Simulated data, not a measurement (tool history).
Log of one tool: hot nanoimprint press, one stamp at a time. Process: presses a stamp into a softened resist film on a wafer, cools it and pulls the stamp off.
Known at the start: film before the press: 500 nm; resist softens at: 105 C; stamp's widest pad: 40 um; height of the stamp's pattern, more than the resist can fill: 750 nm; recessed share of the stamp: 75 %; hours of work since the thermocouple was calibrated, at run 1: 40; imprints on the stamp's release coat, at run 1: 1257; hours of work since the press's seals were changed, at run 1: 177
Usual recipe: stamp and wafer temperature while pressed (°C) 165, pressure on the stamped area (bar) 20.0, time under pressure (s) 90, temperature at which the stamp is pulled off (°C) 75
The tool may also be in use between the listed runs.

run  hour  stamp and wafer temperature while pressed (°C)  pressure on the stamped area (bar)  time under pressure (s)  temperature at which the stamp is pulled off (°C)  hours of work since the thermocouple was calibrated  imprints on the stamp's release coat  hours of work since the press's seals were changed  resist left under the stamp's widest pad (nm)  greatest force while the stamp is pulled off (N)
  1   0.0                                             165                                20.0                       90                                                 75                                                   40                                  1257                                                 177                                          253.5                                               287
  2   4.5                                             165                                20.0                       90                                                 75                                                   42                                  1275                                                 179                                          253.5                                               306
  3  12.7                                             165                                20.0                      136                                                 75                                                   47                                  1307                                                 183                                          219.8                                               308
  4  18.9                                             165                                20.0                       90                                                 75                                                   50                                  1331                                                 186                                          254.5                                               305
  5  24.0                                             165                                20.0                       90                                                 60                                                   52                                  1351                                                 188                                          252.6                                               406
  6  29.3                                             165                                20.0                       90                                                 60                                                   55                                  1372                                                 191                                          252.4                                               394
  7  39.0                                             165                                14.7                       90                                                 63                                                   60                                  1410                                                 196                                          300.9                                               379
     42.6  -- plate thermocouple calibrated
  8  48.6                                             169                                13.9                      129                                                 71                                                    3                                  1436                                                 199                                          235.7                                               334
  9  54.5                                             165                                20.0                      124                                                 78                                                    6                                  1459                                                 202                                          231.2                                               281
 10  60.5                                             161                                24.3                       57                                                 76                                                    9                                  1483                                                 205                                          318.9                                               307
     68.9  -- plate thermocouple calibrated, once more
 11  72.5                                             161                                24.3                       57                                                 76                                                    2                                  1518                                                 210                                          303.8                                               304

How would selected steps in resist left under the stamp's widest pad (nm) from run to run divide? Give the signed amount a tool lacking its hidden state would still show from settings, what came in and random variation, and the signed amount left for the hidden state, including any gauge scatter that is not in both of the compared results.
The tool's hidden condition here consists of: true temperature over the reading, C; pressure that arrives at the usual setting, %; grip of the stamp's worn release coat, % over a new coat's; drift of the gauge itself on residual_nm, %; drift of the gauge itself on pull_off_n, %.
Run 9 -> 10: stamp and wafer temperature while pressed (°C) 165 -> 161, pressure on the stamped area (bar) 20.0 -> 24.3, time under pressure (s) 124 -> 57, temperature at which the stamp is pulled off (°C) 78 -> 76. resist left under the stamp's widest pad (nm) +87.7: hidden state +2.5, all else +85.2.
Run 10 -> 11: plate thermocouple calibrated, once more. resist left under the stamp's widest pad (nm) -15.1: hidden state -10.9, all else -4.2.
